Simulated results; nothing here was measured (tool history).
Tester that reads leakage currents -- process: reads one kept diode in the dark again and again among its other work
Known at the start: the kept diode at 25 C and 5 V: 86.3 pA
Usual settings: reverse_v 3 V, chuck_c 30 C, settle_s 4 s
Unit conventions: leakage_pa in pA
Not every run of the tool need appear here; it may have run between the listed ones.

run	hour	reverse_v	chuck_c	settle_s	leakage_pa
1	0	3	30	4	111.09
2	77	3	30	4	111.48
3	128.7	3	30	0.9	111.16
4	182	3	30	0.9	111.05
5	263.1	3	30	5.53	110.83
6	378	6.11	30	4	146.54
7	466	6.11	30	4	145.81
8	557.2	3	30	4	111.19
9	624.5	5.5	30	4	139.73
10	743.7	5.5	30	0.63	140.93
11	813.1	3	30	0.78	111.05
# hour 821.6: chuck's temperature calibrated
12	890.3	3	30	0.89	109.71
13	1013.2	1.88	30	0.89	92.15
14	1097.6	12.32	55	0.93	1099.37
15	1205.4	3	25	7	74.81
16	1312.2	6.61	25	1.37	104.57
17	1369.8	6.61	25	1.37	104.48
18	1469.9	6.61	49	1.37	577.85
# hour 1513.6: probe card cleaned and baked
# hour 1527.1: chuck's temperature calibrated, once more
19	1596.3	4.05	23	5.22	67.55
20	1716.1	1.7	48	0.43	337.63
21	1771.7	7.58	30	4	149.34
22	1863	3	28	3.23	90.99
23	1913.6	9.69	30	1.33	164.04
24	1990.8	9.69	30	9.46	164
25	2076.6	3	30	1.26	107.3

Some steps in leakage_pa, run to run, broken into two amounts with sign: the step expected even without the hidden condition (settings, incoming material, random variation), and the rest, left for the hidden condition together with whatever gauge scatter is not in both the measured and the hidden-condition-free result:
What the log doesn't record here: stray current of the dirty probe card, pA a volt; current scale over the true one, %; true chuck temperature over the reading, C; drift of the gauge itself on leakage_pa, %.
Run 13 -> 14: reverse_v 1.88 -> 12.32, chuck_c 30 -> 55, settle_s 0.89 -> 0.93. leakage_pa +1007.22 pA: hidden state -15.82, all else +1023.04.
Run 14 -> 15: reverse_v 12.32 -> 3, chuck_c 55 -> 25, settle_s 0.93 -> 7. leakage_pa -1024.56 pA: hidden state +18.58, all else -1043.14.
Run 17 -> 18: chuck_c 25 -> 49. leakage_pa +473.37 pA: hidden state -19.8, all else +493.17.

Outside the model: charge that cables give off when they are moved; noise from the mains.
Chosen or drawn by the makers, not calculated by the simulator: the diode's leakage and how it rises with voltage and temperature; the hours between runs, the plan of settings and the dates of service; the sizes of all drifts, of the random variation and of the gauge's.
